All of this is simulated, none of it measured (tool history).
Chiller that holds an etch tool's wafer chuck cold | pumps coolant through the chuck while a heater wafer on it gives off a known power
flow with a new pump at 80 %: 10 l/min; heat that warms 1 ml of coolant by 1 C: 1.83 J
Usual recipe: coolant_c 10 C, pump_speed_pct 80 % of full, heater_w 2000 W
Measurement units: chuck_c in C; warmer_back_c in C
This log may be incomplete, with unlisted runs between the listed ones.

run    hour  coolant_c  pump_speed_pct  heater_w  chuck_c  warmer_back_c
  1     0.0         10              80      2000     27.4           6.98
  2   170.4         10              80      2000     27.5           7.06
      232.1  -- chiller's thermometer calibrated
  3   304.0         10              80      2000     29.0           7.12
  4   392.3         16              80      2000     34.7           7.09
  5   549.2         10              80      1936     28.5           6.94
  6   694.3         10              80      2000     29.1           7.27
  7   873.8         10              80      2000     29.2           7.21
  8  1026.9         10              80      2000     29.4           7.34
  9  1189.1         10              80      2000     29.6           7.35
 10  1277.6         10              80      1300     22.9           4.80
     1371.7  -- coolant changed, channels flushed
 11  1423.7         10              80      1651     24.4           6.06
 12  1507.7         10              80      1651     24.6           6.11
 13  1676.1         10              74      2000     29.3           8.20
 14  1816.8         10              74      2000     29.5           8.21
 15  1919.7         10              74      2000     29.7           8.25
     1978.2  -- coolant pump overhauled
 16  2072.4         10              74      2000     27.1           7.13
 17  2149.5         10              77      1792     24.9           6.12
 18  2244.4          4              66      1371     17.2           5.64
 19  2400.0         15              80      1311     25.3           4.30
 20  2538.0         19              84      1111     27.3           3.50
 21  2694.8         16              88      2067     31.4           6.27
 22  2826.7          1              80      2592     22.6           8.69
 23  2961.4         10              73      2000     28.3           7.45
 24  3053.3         14              80      2000     30.8           6.78
 25  3134.1         13              80      1540     25.8           5.20
 26  3272.9         15              80      1337     25.9           4.57
 27  3370.8          0              83      1629     13.2           5.30
     3504.8  -- chiller's thermometer calibrated
 28  3520.5          0              83      1629     14.3           5.39
 29  3632.5          3              84      2470     24.3           8.05
 30  3806.4         20              73      2470     44.8           9.56
 31  3980.0          3              76      1672     19.2           6.15

Alternative continuations, all from the tool just after run 31; predict every row:
  A  4065.8          3              71      2419        ?              ?
  B  4065.8          5              83      2734        ?              ?
  C  4065.8         11              80      1209        ?              ?
  D  4065.8         10              80      1904        ?              ?
  E  4065.8         15              80      2667        ?              ?

run  chuck_c  warmer_back_c
  A     28.3           9.68
  B     29.5           9.20
  C     22.2           4.28
  D     27.8           6.72
  E     39.6           9.33
Had the tool no hidden state, the same runs would have come out as:
run  chuck_c  warmer_back_c
  A     24.8           9.01
  B     26.1           8.56
  C     20.7           3.98
  D     25.4           6.26
  E     36.2           8.68
